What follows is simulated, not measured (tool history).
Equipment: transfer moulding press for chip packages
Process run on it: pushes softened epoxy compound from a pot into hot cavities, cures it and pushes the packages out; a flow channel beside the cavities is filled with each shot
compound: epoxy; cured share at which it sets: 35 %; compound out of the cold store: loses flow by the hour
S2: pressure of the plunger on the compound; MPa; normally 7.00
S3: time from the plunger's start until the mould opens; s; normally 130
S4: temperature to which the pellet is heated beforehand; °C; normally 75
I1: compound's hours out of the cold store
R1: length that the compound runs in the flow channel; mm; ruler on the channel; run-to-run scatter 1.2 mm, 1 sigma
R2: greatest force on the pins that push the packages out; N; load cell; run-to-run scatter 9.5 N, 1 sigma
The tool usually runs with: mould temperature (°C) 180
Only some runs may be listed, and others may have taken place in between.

run 1 day=0.000 | mould_temperature_(°C)=180 S2=7.00 S3=130 S4=75 | I1=13.9 | R1=754 R2=598
run 2 day=1.250 | mould_temperature_(°C)=180 S2=7.00 S3=130 S4=75 | I1=9.7 | R1=772 R2=731
run 3 day=2.658 | mould_temperature_(°C)=180 S2=7.00 S3=130 S4=75 | I1=25.0 | R1=700 R2=738
-- day=3.375 cavities cleaned with cleaning compound and waxed
-- day=3.588 plunger's sealing rings changed
run 4 day=3.588 | mould_temperature_(°C)=180 S2=7.00 S3=130 S4=75 | I1=13.3 | R1=768 R2=910
run 5 day=4.917 | mould_temperature_(°C)=180 S2=7.00 S3=130 S4=75 | I1=33.3 | R1=681 R2=871
run 6 day=6.429 | mould_temperature_(°C)=180 S2=7.00 S3=130 S4=75 | I1=46.7 | R1=627 R2=879
-- day=6.754 mould's thermocouples calibrated
-- day=6.896 cavities cleaned with cleaning compound and waxed, once more
run 7 day=7.242 | mould_temperature_(°C)=180 S2=7.00 S3=167 S4=75 | I1=37.6 | R1=659 R2=430
run 8 day=8.404 | mould_temperature_(°C)=180 S2=7.00 S3=167 S4=75 | I1=30.3 | R1=686 R2=554
run 9 day=9.325 | mould_temperature_(°C)=180 S2=7.00 S3=138 S4=75 | I1=32.0 | R1=678 R2=656
run 10 day=10.742 | mould_temperature_(°C)=180 S2=7.00 S3=130 S4=75 | I1=8.4 | R1=779 R2=770
-- day=11.358 cavities cleaned with cleaning compound and waxed
run 11 day=12.229 | mould_temperature_(°C)=181 S2=7.00 S3=130 S4=75 | I1=36.5 | R1=654 R2=519
run 12 day=13.458 | mould_temperature_(°C)=180 S2=7.00 S3=129 S4=75 | I1=36.6 | R1=654 R2=656
run 13 day=14.679 | mould_temperature_(°C)=180 S2=7.00 S3=129 S4=75 | I1=36.5 | R1=653 R2=709
-- day=15.133 plunger's sealing rings changed
-- day=15.933 cavities cleaned with cleaning compound and waxed
run 14 day=16.375 | mould_temperature_(°C)=180 S2=7.00 S3=129 S4=75 | I1=47.2 | R1=628 R2=490
run 15 day=17.096 | mould_temperature_(°C)=188 S2=7.00 S3=130 S4=69 | I1=31.1 | R1=668 R2=561
run 16 day=18.283 | mould_temperature_(°C)=180 S2=5.79 S3=130 S4=70 | I1=24.0 | R1=652 R2=652
run 17 day=19.321 | mould_temperature_(°C)=180 S2=6.13 S3=126 S4=75 | I1=15.6 | R1=704 R2=754
run 18 day=20.129 | mould_temperature_(°C)=180 S2=5.56 S3=156 S4=75 | I1=13.7 | R1=677 R2=721
-- day=20.454 cavities cleaned with cleaning compound and waxed
run 19 day=21.271 | mould_temperature_(°C)=176 S2=7.00 S3=167 S4=75 | I1=45.2 | R1=639 R2=508
run 20 day=22.733 | mould_temperature_(°C)=181 S2=6.03 S3=167 S4=76 | I1=9.8 | R1=714 R2=584
run 21 day=23.971 | mould_temperature_(°C)=178 S2=7.00 S3=130 S4=75 | I1=12.5 | R1=766 R2=784
run 22 day=24.654 | mould_temperature_(°C)=180 S2=7.00 S3=130 S4=69 | I1=8.9 | R1=775 R2=801
-- day=24.925 cavities cleaned with cleaning compound and waxed
run 23 day=25.512 | mould_temperature_(°C)=172 S2=7.65 S3=121 S4=76 | I1=44.1 | R1=680 R2=834
run 24 day=26.462 | mould_temperature_(°C)=178 S2=6.26 S3=130 S4=75 | I1=35.1 | R1=629 R2=615
-- day=26.704 plunger's sealing rings changed
run 25 day=28.004 | mould_temperature_(°C)=178 S2=6.26 S3=130 S4=75 | I1=35.3 | R1=643 R2=760
run 26 day=29.417 | mould_temperature_(°C)=178 S2=6.26 S3=130 S4=75 | I1=13.3 | R1=732 R2=835
-- day=29.567 cavities cleaned with cleaning compound and waxed
run 27 day=30.804 | mould_temperature_(°C)=178 S2=6.26 S3=148 S4=75 | I1=33.9 | R1=645 R2=575
-- day=31.546 mould's thermocouples calibrated
run 28 day=31.971 | mould_temperature_(°C)=178 S2=6.26 S3=144 S4=72 | I1=27.7 | R1=667 R2=630

Difference, measured minus no-hidden-state, one row per run. Run-to-run variation is common to both terms; the gauge's own scatter need not be:
Hidden state present: true mould temperature over the reading, C; pressure that reaches the compound, % of what is set; grip of the stained cavities, % over clean ones'; drift of the gauge itself on flow_mm, %; drift of the gauge itself on push_out_n, %.
run=1 R1=-13 R2=+158
run=2 R1=-15 R2=+262
run=3 R1=-15 R2=+305
run=4 R1=-1 R2=+470
run=5 R1=-2 R2=+430
run=6 R1=-4 R2=+433
run=7 R1=-6 R2=+40
run=8 R1=-8 R2=+154
run=9 R1=-9 R2=+232
run=10 R1=-13 R2=+317
run=11 R1=-13 R2=+104
run=12 R1=-16 R2=+217
run=13 R1=-17 R2=+278
run=14 R1=-1 R2=+66
run=15 R1=-3 R2=+135
run=16 R1=-4 R2=+229
run=17 R1=-6 R2=+302
run=18 R1=-7 R2=+299
run=19 R1=-8 R2=+96
run=20 R1=-11 R2=+197
run=21 R1=-13 R2=+323
run=22 R1=-15 R2=+337
run=23 R1=-14 R2=+162
run=24 R1=-15 R2=+182
run=25 R1=+0 R2=+297
run=26 R1=-1 R2=+368
run=27 R1=-3 R2=+151
run=28 R1=-8 R2=+213
